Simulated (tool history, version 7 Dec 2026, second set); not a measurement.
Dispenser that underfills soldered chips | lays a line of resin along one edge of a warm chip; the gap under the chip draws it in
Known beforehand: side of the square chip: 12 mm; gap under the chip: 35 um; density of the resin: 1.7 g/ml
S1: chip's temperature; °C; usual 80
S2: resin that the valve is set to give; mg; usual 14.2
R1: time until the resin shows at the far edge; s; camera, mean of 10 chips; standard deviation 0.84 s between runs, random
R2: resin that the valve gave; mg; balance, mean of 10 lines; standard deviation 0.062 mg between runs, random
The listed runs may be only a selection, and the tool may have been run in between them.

run,hour,S1,S2,R1,R2
1,0,80,14.2,112.5,13.64
2,4.3,80,14.2,138.4,13.76
3,6.8,80,14.2,158.3,13.67
# hour 7.5: new syringe of resin
4,11.5,80,15.3,95.4,14.77
5,14.6,80,15.3,111.6,14.63
6,17.6,80,15.3,130.9,14.72
# hour 22.1: new syringe of resin
7,23,80,14.2,85.2,13.46
8,29.1,80,14.2,113.7,13.45
9,33.1,80,14.2,139.4,13.49
# hour 36.5: dispensing valve cleaned and set on the balance
# hour 37.6: new syringe of resin
10,38.4,80,14.2,84.1,14.17
11,44.4,80,14.2,113.5,13.99
12,49.7,80,14.6,143.9,14.55
# hour 52.1: new syringe of resin
13,53.8,79,14.2,92.7,14.13
14,57.4,88,14.2,76.6,13.98
15,60,80,14.2,121.6,14.02
16,62.9,80,14.2,138.7,14
# hour 66.6: new syringe of resin
17,68.7,91,14.2,57.3,13.86
18,73.6,91,14.2,74.6,13.95
19,76.8,80,17.8,133.3,17.31
20,79.9,69,13.8,244.6,13.52
# hour 81.2: new syringe of resin
21,84.9,69,14.2,156,13.85
22,88.8,77,13.6,133.9,13.32
23,91.6,91,18.4,86.5,17.75
# hour 96: new syringe of resin
24,96.6,83,16.3,73.6,15.87
25,101,83,16.3,93.6,15.93
26,106.3,73,14.2,182.9,13.77
# hour 110.5: new syringe of resin
27,111.1,73,14.2,111.3,13.67
28,113.9,73,14.2,131,13.71
29,118.7,88,15.5,89.9,14.91
30,121.2,88,15.5,99.5,14.88
# hour 125: new syringe of resin
31,126.7,88,15.5,64.7,14.8
32,129.8,88,15.5,75.8,14.86
33,134.4,81,15.6,124.3,14.84
# hour 139.5: new syringe of resin
34,140.4,81,15.6,82.7,14.95
35,143.1,80,15.4,100.1,14.58
# hour 148.4: dispensing valve cleaned and set on the balance
36,149.5,73,16.6,171.1,16.41
37,152.3,73,16.6,197.1,16.56

A few steps of R1 between consecutive runs. Split each: what settings, incoming material and random variation would produce without the hidden state, and what is left over for the hidden state, along with gauge scatter present in only one of the two compared results (measured, and without hidden state):
The hidden state here: resin's viscosity, % of fresh resin's; dose that the valve gives, % of what is set; true chip temperature over the reading, C; drift of the gauge itself on fill_s, %; drift of the gauge itself on given_mg, %.
Run 19 -> 20: S1 80 -> 69, S2 17.8 -> 13.8. R1 +111.3 s: hidden state +66.7, all else +44.6.
Run 20 -> 21: S2 13.8 -> 14.2, new syringe of resin. R1 -88.6 s: hidden state -90.6, all else +2.
Run 25 -> 26: S1 83 -> 73, S2 16.3 -> 14.2. R1 +89.3 s: hidden state +54.3, all else +35.
Run 26 -> 27: new syringe of resin. R1 -71.6 s: hidden state -69.9, all else -1.7.

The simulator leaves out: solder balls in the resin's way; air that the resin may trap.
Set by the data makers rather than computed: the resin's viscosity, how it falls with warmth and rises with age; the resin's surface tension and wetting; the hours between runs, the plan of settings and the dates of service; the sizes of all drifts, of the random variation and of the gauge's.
